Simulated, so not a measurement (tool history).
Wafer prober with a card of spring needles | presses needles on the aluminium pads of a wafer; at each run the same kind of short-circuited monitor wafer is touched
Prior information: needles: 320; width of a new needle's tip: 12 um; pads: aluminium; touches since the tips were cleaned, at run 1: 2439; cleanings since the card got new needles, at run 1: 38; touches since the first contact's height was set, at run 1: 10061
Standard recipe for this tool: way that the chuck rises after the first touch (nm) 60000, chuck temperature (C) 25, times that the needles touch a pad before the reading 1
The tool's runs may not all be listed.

run,hour,way that the chuck rises after the first touch (nm),chuck temperature (C),times that the needles touch a pad before the reading,touches since the tips were cleaned,cleanings since the card got new needles,touches since the first contact's height was set,resistance of one needle with its contact and lead (mohm),way that a needle slides on the pad (nm)
1,0,60000,25,1,2439,38,10061,272,16600
# hour 10.3: tips cleaned on abrasive film
2,28.9,60000,25,1,4053,39,16323,291,16620
# hour 32.7: tips cleaned on abrasive film
3,51.4,60000,25,1,4074,40,21202,289,16540
# hour 53.2: tips cleaned on abrasive film
# hour 75.2: tips cleaned on abrasive film
4,75.2,60000,25,1,0,42,26330,228,16490
# hour 95.8: tips cleaned on abrasive film
5,95.8,48000,25,1,0,43,30800,243,13160
# hour 117.5: tips cleaned on abrasive film
6,135.6,48000,25,1,3940,44,39435,323,13090
# hour 137.7: tips cleaned on abrasive film
# hour 161.1: tips cleaned on abrasive film
7,164.6,60000,25,1,770,46,45701,261,16380
# hour 182.6: tips cleaned on abrasive film
# hour 196.9: tips cleaned on abrasive film, once more
8,199.8,60000,25,2,636,48,53317,243,16350
# hour 219.2: tips cleaned on abrasive film
9,230.8,60000,25,2,2510,49,60018,259,16290
# hour 239.8: tips cleaned on abrasive film
10,254.7,61000,25,1,3230,50,65203,288,16530
# hour 262.2: tips cleaned on abrasive film
# hour 283.2: tips cleaned on abrasive film
11,294.5,60000,27,1,2459,52,73815,281,16260
# hour 304.6: tips cleaned on abrasive film
12,318.2,60000,27,1,2955,53,78955,292,16160
# hour 325.8: tips cleaned on abrasive film
13,338.5,60000,27,1,2751,54,83338,286,16130
# hour 346.5: tips cleaned on abrasive film
# hour 353: height of the first contact set anew
# hour 369.3: tips cleaned on abrasive film
14,380.3,60000,27,1,2412,56,5934,281,16650
# hour 392.5: tips cleaned on abrasive film
# hour 415.7: tips cleaned on abrasive film
15,418.1,60000,33,1,515,58,14101,253,16630
16,435.7,60000,25,2,4355,58,17941,270,16660
# hour 438.9: tips cleaned on abrasive film
# hour 460.3: tips cleaned on abrasive film
17,474.9,79000,25,2,3165,60,26411,244,21860
# hour 481.5: tips cleaned on abrasive film
# hour 502: tips cleaned on abrasive film
18,509.2,79000,25,2,1565,62,33833,239,21800
# hour 523.1: tips cleaned on abrasive film
# hour 543.6: tips cleaned on abrasive film
19,546.3,64000,61,3,607,64,41870,242,17560
# hour 567.4: tips cleaned on abrasive film
20,585.3,75000,61,3,3878,65,50315,249,20610
# hour 589.6: tips cleaned on abrasive film
# hour 609.9: tips cleaned on abrasive film
21,615.4,75000,61,3,1201,67,56836,241,20460
# hour 630.4: tips cleaned on abrasive film
# hour 651: tips cleaned on abrasive film
22,655.4,67000,61,3,967,69,65494,246,18220
# hour 671.9: tips cleaned on abrasive film
23,672.7,47000,32,2,162,70,69223,252,12690
# hour 695.4: tips cleaned on abrasive film
24,713.4,50000,49,3,3911,71,78063,272,13480
# hour 715.6: tips cleaned on abrasive film
# hour 738.3: tips cleaned on abrasive film
25,744,51000,123,3,1245,73,84679,276,13700
# hour 751.6: height of the first contact set anew
# hour 759.9: tips cleaned on abrasive film
26,767.5,60000,77,1,1668,74,3452,287,16650
# hour 781.6: tips cleaned on abrasive film
27,791.3,60000,32,2,2107,75,8603,265,16600
# hour 802.4: tips cleaned on abrasive film
28,814.3,60000,32,2,2591,76,13573,266,16600
# hour 823.8: tips cleaned on abrasive film
29,831.5,76000,79,2,1673,77,17290,257,21000
# hour 844.6: tips cleaned on abrasive film
30,854.4,76000,79,2,2140,78,22262,261,21020

Predict the results of run 31:
# hour 867.3: tips cleaned on abrasive film
31,882.4,64000,92,1,3281,79,28324,?,?

Run 31 produced resistance of one needle with its contact and lead (mohm) 296, way that a needle slides on the pad (nm) 17660.
Take away the tool's hidden state, keep the run-to-run variation as it was, and the same run would have given resistance of one needle with its contact and lead (mohm) 239, way that a needle slides on the pad (nm) 17860.

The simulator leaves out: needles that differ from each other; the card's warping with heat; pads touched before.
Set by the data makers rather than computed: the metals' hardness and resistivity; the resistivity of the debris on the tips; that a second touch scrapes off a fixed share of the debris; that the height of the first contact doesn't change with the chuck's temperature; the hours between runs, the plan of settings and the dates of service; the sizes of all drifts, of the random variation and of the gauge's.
